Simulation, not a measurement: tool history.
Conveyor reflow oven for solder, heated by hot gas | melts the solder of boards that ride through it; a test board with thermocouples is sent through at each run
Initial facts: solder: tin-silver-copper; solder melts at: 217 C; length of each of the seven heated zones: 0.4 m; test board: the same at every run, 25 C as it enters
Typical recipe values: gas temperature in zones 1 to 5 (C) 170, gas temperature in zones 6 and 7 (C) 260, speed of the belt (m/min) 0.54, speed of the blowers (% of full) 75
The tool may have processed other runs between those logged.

run	hour	gas temperature in zones 1 to 5 (C)	gas temperature in zones 6 and 7 (C)	speed of the belt (m/min)	speed of the blowers (% of full)	highest temperature of the board (C)	time above the solder's melting point (s)
1	0	170	260	0.54	75	250.1	65.6
2	22.7	170	260	0.54	75	249.8	65
3	44.1	170	260	0.54	75	250.1	65.4
4	69	170	260	0.54	75	250	65.2
5	97.4	170	260	0.54	75	250.1	65.1
# hour 125.5: thermocouples of zones 6 and 7 changed
6	130.6	170	260	0.54	75	248	62.6
7	146.7	172	260	0.54	75	247.5	64.9
8	177.5	170	260	0.54	75	247.8	62.9
9	201.7	170	260	0.54	75	248.1	63.3
10	216.3	170	258	0.54	75	245.8	61.9
11	241.3	170	258	0.54	75	246	61.8
# hour 248.1: belt drive overhauled, speed set with a stopwatch
# hour 260.8: flux residue cleaned out of gas plates and filters
12	267.1	170	258	0.54	75	246.7	64.1
13	297.7	170	258	0.54	75	247	63.5
14	315.1	170	260	0.54	75	248.8	65.4
15	339.2	170	260	0.54	75	248.4	65.9
16	358.6	170	260	0.54	75	248.8	65.2
17	385.7	170	260	0.54	75	248.6	65.3
18	409.3	170	260	0.54	75	248.6	65.3
# hour 416.4: belt drive overhauled, speed set with a stopwatch, once more
19	434.2	158	264	0.545	75	249.4	58.3

What does the tool deliver on the next run?
20	465.4	158	264	0.545	75	?	?

{"run 20": {"highest temperature of the board (C)": 249.4, "time above the solder's melting point (s)": 58.4}}
Were there no unlogged condition in the tool, this run, its random variation unchanged, would have produced highest temperature of the board (C) 249.3, time above the solder's melting point (s) 58.6.
